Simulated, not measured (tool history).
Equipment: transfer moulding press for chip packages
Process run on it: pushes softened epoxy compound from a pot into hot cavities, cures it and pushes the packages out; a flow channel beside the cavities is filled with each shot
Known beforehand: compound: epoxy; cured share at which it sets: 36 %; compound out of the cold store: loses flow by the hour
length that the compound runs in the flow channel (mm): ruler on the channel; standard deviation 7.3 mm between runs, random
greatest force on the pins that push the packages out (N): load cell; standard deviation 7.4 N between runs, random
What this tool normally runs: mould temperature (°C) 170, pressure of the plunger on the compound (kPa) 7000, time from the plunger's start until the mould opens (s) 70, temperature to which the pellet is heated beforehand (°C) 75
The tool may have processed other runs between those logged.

run	hour	mould temperature (°C)	pressure of the plunger on the compound (kPa)	time from the plunger's start until the mould opens (s)	temperature to which the pellet is heated beforehand (°C)	incoming compound's hours out of the cold store	length that the compound runs in the flow channel (mm)	greatest force on the pins that push the packages out (N)
1	0.0	170	7000	70	75	16.0	838	451
2	26.0	170	7000	70	75	25.5	796	557
# hour 38.5: cavities cleaned with cleaning compound and waxed
3	52.0	170	7000	70	75	36.7	760	754
4	78.7	170	7000	70	75	37.1	749	702
# hour 94.4: cavities cleaned with cleaning compound and waxed
5	117.9	170	7000	70	75	35.9	750	460
# hour 152.2: cavities cleaned with cleaning compound and waxed, once more
6	156.1	170	7000	70	75	17.5	810	338
7	185.9	170	7000	70	75	47.6	692	507
# hour 205.7: plunger's sealing rings changed
# hour 210.9: cavities cleaned with cleaning compound and waxed
8	220.0	170	7000	70	75	40.9	786	364
9	237.5	170	7000	70	75	44.9	769	459
# hour 269.2: cavities cleaned with cleaning compound and waxed
10	270.6	170	7000	70	75	24.8	817	306
11	304.3	170	7000	55	75	37.4	775	993
# hour 328.2: cavities cleaned with cleaning compound and waxed
12	333.5	170	7000	70	75	12.6	836	367
13	370.2	170	7000	70	77	29.0	781	551
# hour 385.1: cavities cleaned with cleaning compound and waxed
14	399.3	170	7000	70	77	34.2	772	399
# hour 442.4: cavities cleaned with cleaning compound and waxed
15	442.4	173	7000	70	81	47.5	709	228
16	463.4	163	8070	52	75	12.4	890	1334
# hour 499.8: cavities cleaned with cleaning compound and waxed
17	505.8	170	5730	52	75	23.5	681	753
18	529.0	170	7000	70	83	40.3	711	455
# hour 556.9: plunger's sealing rings changed
# hour 558.4: cavities cleaned with cleaning compound and waxed
19	563.0	170	7000	95	75	32.9	809	221
# hour 576.5: mould's thermocouples calibrated
20	605.5	170	7000	95	75	46.7	759	377
# hour 617.0: cavities cleaned with cleaning compound and waxed
21	632.8	170	6640	75	75	19.1	826	371
22	661.4	170	7440	88	80	39.4	791	392
# hour 673.3: cavities cleaned with cleaning compound and waxed
23	688.4	173	5610	88	82	45.4	664	275
24	722.6	164	7000	58	82	8.9	884	1388
# hour 731.6: cavities cleaned with cleaning compound and waxed
25	749.5	176	7740	63	82	40.0	778	368
26	773.4	176	7740	63	82	9.6	872	514

Branching from run 26: 4 alternative next runs. What would each branch give?
# hour 789.6: cavities cleaned with cleaning compound and waxed
A	807.6	172	8010	63	68	21.4	?	?
# hour 789.6: cavities cleaned with cleaning compound and waxed
B	807.6	173	7570	70	69	47.1	?	?
# hour 789.6: cavities cleaned with cleaning compound and waxed
C	807.6	163	7740	106	66	34.7	?	?
# hour 789.6: cavities cleaned with cleaning compound and waxed
D	807.6	176	6410	55	82	41.6	?	?

run	length that the compound runs in the flow channel (mm)	greatest force on the pins that push the packages out (N)
A	831	537
B	745	368
C	804	322
D	686	540
With the hidden condition removed and each run's random variation left untouched, the same runs would have given:
run	length that the compound runs in the flow channel (mm)	greatest force on the pins that push the packages out (N)
A	897	376
B	804	250
C	868	219
D	740	376
